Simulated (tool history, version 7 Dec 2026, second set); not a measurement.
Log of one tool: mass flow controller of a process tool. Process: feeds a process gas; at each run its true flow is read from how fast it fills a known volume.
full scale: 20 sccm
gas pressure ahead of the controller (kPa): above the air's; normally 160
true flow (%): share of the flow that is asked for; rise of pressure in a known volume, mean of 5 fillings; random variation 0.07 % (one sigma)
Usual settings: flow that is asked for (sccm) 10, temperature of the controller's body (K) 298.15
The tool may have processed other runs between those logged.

run,hour,flow that is asked for (sccm),gas pressure ahead of the controller (kPa),temperature of the controller's body (K),true flow (%)
1,0,10,160,298.15,96.04
2,507.4,10,160,298.15,95.96
3,778.1,6,160,298.15,96.24
4,1141.6,10,160,298.15,94.94
5,1511.6,10,160,298.15,94.95
6,2059.1,6,160,298.15,94.22
7,2442.2,2,160,298.15,94.17
8,2902.7,2,160,298.15,94.33
9,3454.4,10,202,312.15,96.23
10,3902.7,3,175,310.15,95.36
11,4172.8,3,175,310.15,95.26
12,4428.5,4,181,305.15,94.77
13,5010.3,5,251,309.15,95.48

Not shown here: 1 entry made in the log between runs. Locate each between two listed runs and compare the hidden state at the listed run before it with the hidden state at the listed run after it:
In the gap between runs 3 and 4: controller's zero set anew (hour 860.1)
  flow at rest that the sensor doesn't see, % of full scale: 0.537 -> 0.015; true flow over the shown one, %: -3.61 -> -3.67
  the result without the hidden state subtracted from the measured one, true flow (%): -1.82 -> -3.63

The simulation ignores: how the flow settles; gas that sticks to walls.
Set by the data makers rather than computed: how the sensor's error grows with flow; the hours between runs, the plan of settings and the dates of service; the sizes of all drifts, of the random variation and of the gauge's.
